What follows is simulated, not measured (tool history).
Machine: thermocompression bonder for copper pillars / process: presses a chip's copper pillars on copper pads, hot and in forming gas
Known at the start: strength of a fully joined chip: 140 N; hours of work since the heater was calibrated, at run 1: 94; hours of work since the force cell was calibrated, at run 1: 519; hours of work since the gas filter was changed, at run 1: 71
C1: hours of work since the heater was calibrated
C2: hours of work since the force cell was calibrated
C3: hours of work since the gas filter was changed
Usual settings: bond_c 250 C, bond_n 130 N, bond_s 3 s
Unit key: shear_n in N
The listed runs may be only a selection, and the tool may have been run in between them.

{"run": 1, "hour": 0.0, "bond_c": 250, "bond_n": 130, "bond_s": 3, "C1": 94, "C2": 519, "C3": 71, "shear_n": 97.6}
{"run": 2, "hour": 15.4, "bond_c": 250, "bond_n": 130, "bond_s": 3, "C1": 101, "C2": 526, "C3": 79, "shear_n": 98.6}
{"run": 3, "hour": 27.6, "bond_c": 250, "bond_n": 130, "bond_s": 3, "C1": 107, "C2": 532, "C3": 85, "shear_n": 97.3}
{"run": 4, "hour": 42.2, "bond_c": 250, "bond_n": 130, "bond_s": 3, "C1": 114, "C2": 539, "C3": 92, "shear_n": 96.4}
{"run": 5, "hour": 56.0, "bond_c": 250, "bond_n": 130, "bond_s": 2, "C1": 121, "C2": 546, "C3": 98, "shear_n": 85.7}
{"run": 6, "hour": 79.1, "bond_c": 250, "bond_n": 130, "bond_s": 2, "C1": 132, "C2": 557, "C3": 110, "shear_n": 87.5}
{"run": 7, "hour": 97.6, "bond_c": 250, "bond_n": 130, "bond_s": 2, "C1": 141, "C2": 566, "C3": 119, "shear_n": 87.2}
{"run": 8, "hour": 118.5, "bond_c": 250, "bond_n": 130, "bond_s": 2, "C1": 151, "C2": 576, "C3": 129, "shear_n": 86.5}
{"run": 9, "hour": 139.8, "bond_c": 250, "bond_n": 130, "bond_s": 2, "C1": 162, "C2": 587, "C3": 139, "shear_n": 85.2}
{"run": 10, "hour": 160.4, "bond_c": 250, "bond_n": 130, "bond_s": 2, "C1": 172, "C2": 597, "C3": 149, "shear_n": 85.3}
{"run": 11, "hour": 170.2, "bond_c": 250, "bond_n": 130, "bond_s": 2, "C1": 176, "C2": 601, "C3": 154, "shear_n": 86.3}
{"run": 12, "hour": 186.7, "bond_c": 250, "bond_n": 130, "bond_s": 2, "C1": 184, "C2": 609, "C3": 162, "shear_n": 85.5}
{"run": 13, "hour": 198.1, "bond_c": 250, "bond_n": 103, "bond_s": 3, "C1": 190, "C2": 615, "C3": 167, "shear_n": 86.6}
{"run": 14, "hour": 208.8, "bond_c": 250, "bond_n": 130, "bond_s": 2, "C1": 195, "C2": 620, "C3": 173, "shear_n": 85.6}
{"run": 15, "hour": 230.7, "bond_c": 250, "bond_n": 130, "bond_s": 6, "C1": 206, "C2": 631, "C3": 183, "shear_n": 110.9}
{"run": 16, "hour": 249.9, "bond_c": 250, "bond_n": 130, "bond_s": 3, "C1": 215, "C2": 640, "C3": 193, "shear_n": 96.1}
{"run": 17, "hour": 260.1, "bond_c": 250, "bond_n": 136, "bond_s": 3, "C1": 220, "C2": 645, "C3": 198, "shear_n": 97.1}
{"run": 18, "hour": 278.4, "bond_c": 250, "bond_n": 136, "bond_s": 3, "C1": 229, "C2": 654, "C3": 206, "shear_n": 97.8}
{"run": 19, "hour": 297.8, "bond_c": 250, "bond_n": 136, "bond_s": 3, "C1": 238, "C2": 663, "C3": 216, "shear_n": 97.5}
{"run": 20, "hour": 308.9, "bond_c": 250, "bond_n": 136, "bond_s": 3, "C1": 244, "C2": 669, "C3": 221, "shear_n": 95.4}
{"run": 21, "hour": 329.8, "bond_c": 250, "bond_n": 130, "bond_s": 3, "C1": 254, "C2": 679, "C3": 231, "shear_n": 94.6}
{"run": 22, "hour": 349.0, "bond_c": 260, "bond_n": 130, "bond_s": 3, "C1": 263, "C2": 688, "C3": 241, "shear_n": 103.7}
{"run": 23, "hour": 367.1, "bond_c": 275, "bond_n": 115, "bond_s": 2, "C1": 272, "C2": 697, "C3": 249, "shear_n": 106.2}
{"run": 24, "hour": 386.4, "bond_c": 252, "bond_n": 99, "bond_s": 2, "C1": 281, "C2": 706, "C3": 259, "shear_n": 75.9}
{"run": 25, "hour": 403.7, "bond_c": 252, "bond_n": 99, "bond_s": 2, "C1": 290, "C2": 715, "C3": 267, "shear_n": 76.7}
{"run": 26, "hour": 414.4, "bond_c": 239, "bond_n": 99, "bond_s": 2, "C1": 295, "C2": 720, "C3": 272, "shear_n": 63.1}
{"run": 27, "hour": 428.0, "bond_c": 274, "bond_n": 99, "bond_s": 4, "C1": 302, "C2": 726, "C3": 279, "shear_n": 112.6}
{"hour": 431.4, "done": "force cell calibrated"}
{"run": 28, "hour": 449.2, "bond_c": 274, "bond_n": 99, "bond_s": 4, "C1": 311, "C2": 9, "C3": 289, "shear_n": 113.4}
{"run": 29, "hour": 462.5, "bond_c": 274, "bond_n": 99, "bond_s": 4, "C1": 318, "C2": 15, "C3": 295, "shear_n": 113.2}
{"run": 30, "hour": 479.5, "bond_c": 274, "bond_n": 99, "bond_s": 4, "C1": 326, "C2": 23, "C3": 303, "shear_n": 111.4}
{"run": 31, "hour": 502.6, "bond_c": 274, "bond_n": 99, "bond_s": 4, "C1": 337, "C2": 35, "C3": 314, "shear_n": 113.2}
{"run": 32, "hour": 522.7, "bond_c": 251, "bond_n": 114, "bond_s": 8, "C1": 347, "C2": 44, "C3": 324, "shear_n": 112.9}
{"run": 33, "hour": 536.6, "bond_c": 222, "bond_n": 110, "bond_s": 2, "C1": 354, "C2": 51, "C3": 331, "shear_n": 48.9}
{"hour": 543.1, "done": "force cell calibrated, once more"}
{"run": 34, "hour": 549.6, "bond_c": 264, "bond_n": 110, "bond_s": 3, "C1": 359, "C2": 3, "C3": 337, "shear_n": 105}
{"run": 35, "hour": 562.7, "bond_c": 268, "bond_n": 109, "bond_s": 5, "C1": 365, "C2": 9, "C3": 343, "shear_n": 116.5}
{"run": 36, "hour": 583.4, "bond_c": 268, "bond_n": 109, "bond_s": 5, "C1": 375, "C2": 20, "C3": 353, "shear_n": 116}
{"run": 37, "hour": 597.6, "bond_c": 257, "bond_n": 108, "bond_s": 5, "C1": 382, "C2": 26, "C3": 360, "shear_n": 106.9}
{"run": 38, "hour": 608.3, "bond_c": 247, "bond_n": 107, "bond_s": 3, "C1": 388, "C2": 32, "C3": 365, "shear_n": 88.6}
{"run": 39, "hour": 619.1, "bond_c": 250, "bond_n": 130, "bond_s": 2, "C1": 393, "C2": 37, "C3": 370, "shear_n": 88.8}
{"run": 40, "hour": 642.2, "bond_c": 250, "bond_n": 130, "bond_s": 2, "C1": 404, "C2": 48, "C3": 381, "shear_n": 85.2}
{"hour": 660.4, "done": "forming gas filter changed"}
{"run": 41, "hour": 663.4, "bond_c": 238, "bond_n": 130, "bond_s": 3, "C1": 414, "C2": 58, "C3": 1, "shear_n": 91.6}

Difference, measured minus no-hidden-state, one row per run. Run-to-run variation is common to both terms; the gauge's own scatter need not be:
Hidden state present: true temperature of the bond over the reading, C; force that reaches the chip, % of what is set; oxide that the forming gas leaves, % of the face; drift of the gauge itself on shear_n, %.
run=1 shear_n=-1.9
run=2 shear_n=-2
run=3 shear_n=-2
run=4 shear_n=-2.1
run=5 shear_n=-2
run=6 shear_n=-2.1
run=7 shear_n=-2.2
run=8 shear_n=-2.4
run=9 shear_n=-2.5
run=10 shear_n=-2.5
run=11 shear_n=-2.6
run=12 shear_n=-2.6
run=13 shear_n=-2.8
run=14 shear_n=-2.8
run=15 shear_n=-3.8
run=16 shear_n=-3.3
run=17 shear_n=-3.5
run=18 shear_n=-3.6
run=19 shear_n=-3.8
run=20 shear_n=-3.7
run=21 shear_n=-3.8
run=22 shear_n=-4.5
run=23 shear_n=-5
run=24 shear_n=-3.3
run=25 shear_n=-3.3
run=26 shear_n=-2.6
run=27 shear_n=-5.9
run=28 shear_n=-7.3
run=29 shear_n=-7.5
run=30 shear_n=-7.5
run=31 shear_n=-7.8
run=32 shear_n=-7.8
run=33 shear_n=-3.2
run=34 shear_n=-3
run=35 shear_n=-5
run=36 shear_n=-5.2
run=37 shear_n=-3.7
run=38 shear_n=-1.4
run=39 shear_n=-1.5
run=40 shear_n=-1.6
run=41 shear_n=+5.4

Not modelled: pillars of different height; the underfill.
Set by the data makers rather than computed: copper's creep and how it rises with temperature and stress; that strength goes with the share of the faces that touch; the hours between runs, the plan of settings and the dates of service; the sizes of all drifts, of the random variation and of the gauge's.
